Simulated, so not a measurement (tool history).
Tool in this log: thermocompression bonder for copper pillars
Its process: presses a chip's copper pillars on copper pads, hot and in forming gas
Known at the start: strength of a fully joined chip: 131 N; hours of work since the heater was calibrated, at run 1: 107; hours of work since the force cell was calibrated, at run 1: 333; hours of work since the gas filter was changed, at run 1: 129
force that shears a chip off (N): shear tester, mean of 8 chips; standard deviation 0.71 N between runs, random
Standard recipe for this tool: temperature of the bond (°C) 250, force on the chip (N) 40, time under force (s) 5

| run | day | temperature of the bond (°C) | force on the chip (N) | time under force (s) | hours of work since the heater was calibrated | hours of work since the force cell was calibrated | hours of work since the gas filter was changed | force that shears a chip off (N) |
|---|---|---|---|---|---|---|---|---|
| 1 | 0 | 250 | 40 | 5 | 107 | 333 | 129 | 85.8 |
| 2 | 0.329 | 250 | 40 | 5 | 111 | 337 | 133 | 85.5 |
| 3 | 0.529 | 250 | 40 | 5 | 114 | 340 | 136 | 86.5 |
|  | 0.712 | forming gas filter changed |
| 4 | 0.946 | 250 | 40 | 5 | 119 | 345 | 3 | 88.7 |
| 5 | 1.133 | 279 | 40 | 5 | 122 | 348 | 6 | 111.7 |
| 6 | 1.35 | 279 | 40 | 5 | 125 | 351 | 9 | 114.2 |
| 7 | 1.546 | 279 | 40 | 5 | 128 | 354 | 12 | 113 |
| 8 | 1.733 | 279 | 40 | 5 | 130 | 356 | 14 | 112.2 |
| 9 | 1.95 | 279 | 40 | 5 | 133 | 359 | 17 | 113.2 |
| 10 | 2.138 | 250 | 40 | 5 | 136 | 362 | 20 | 87.6 |
| 11 | 2.338 | 246 | 40 | 5 | 139 | 365 | 23 | 85.5 |
| 12 | 2.533 | 250 | 32 | 5 | 141 | 368 | 25 | 75.2 |
| 13 | 2.938 | 269 | 31 | 8 | 147 | 373 | 31 | 101.2 |
|  | 3.054 | heater calibrated with a thermocouple chip |
| 14 | 3.25 | 241 | 34 | 8 | 3 | 376 | 34 | 82.1 |
| 15 | 3.633 | 238 | 53 | 8 | 8 | 382 | 39 | 104.6 |
| 16 | 3.904 | 268 | 53 | 6 | 12 | 385 | 43 | 120.3 |
| 17 | 4.208 | 220 | 53 | 3 | 16 | 390 | 47 | 63.7 |
|  | 4.412 | heater calibrated with a thermocouple chip, once more |
| 18 | 4.708 | 220 | 53 | 3 | 4 | 395 | 53 | 62.4 |
| 19 | 5.062 | 256 | 52 | 7 | 9 | 400 | 58 | 116.3 |
| 20 | 5.304 | 256 | 52 | 7 | 12 | 404 | 61 | 113.4 |
| 21 | 5.525 | 279 | 51 | 5 | 15 | 407 | 64 | 121.1 |
| 22 | 5.9 | 279 | 51 | 5 | 21 | 412 | 70 | 119.6 |
| 23 | 6.279 | 230 | 40 | 6 | 26 | 417 | 75 | 71.9 |
| 24 | 6.538 | 254 | 33 | 3 | 29 | 421 | 78 | 68.3 |

Below are 3 alternative next runs, each starting from the tool's condition after run 24. Predict each:
| A | 6.771 | 269 | 31 | 4 | 33 | 424 | 82 | ? |
| B | 6.771 | 280 | 28 | 10 | 33 | 424 | 82 | ? |
| C | 6.771 | 250 | 49 | 5 | 33 | 424 | 82 | ? |

| run | force that shears a chip off (N) |
|---|---|
| A | 85.7 |
| B | 109.4 |
| C | 99.3 |
With no hidden state in the tool, these same runs would have given:
| run | force that shears a chip off (N) |
|---|---|
| A | 83.8 |
| B | 108.6 |
| C | 97.9 |
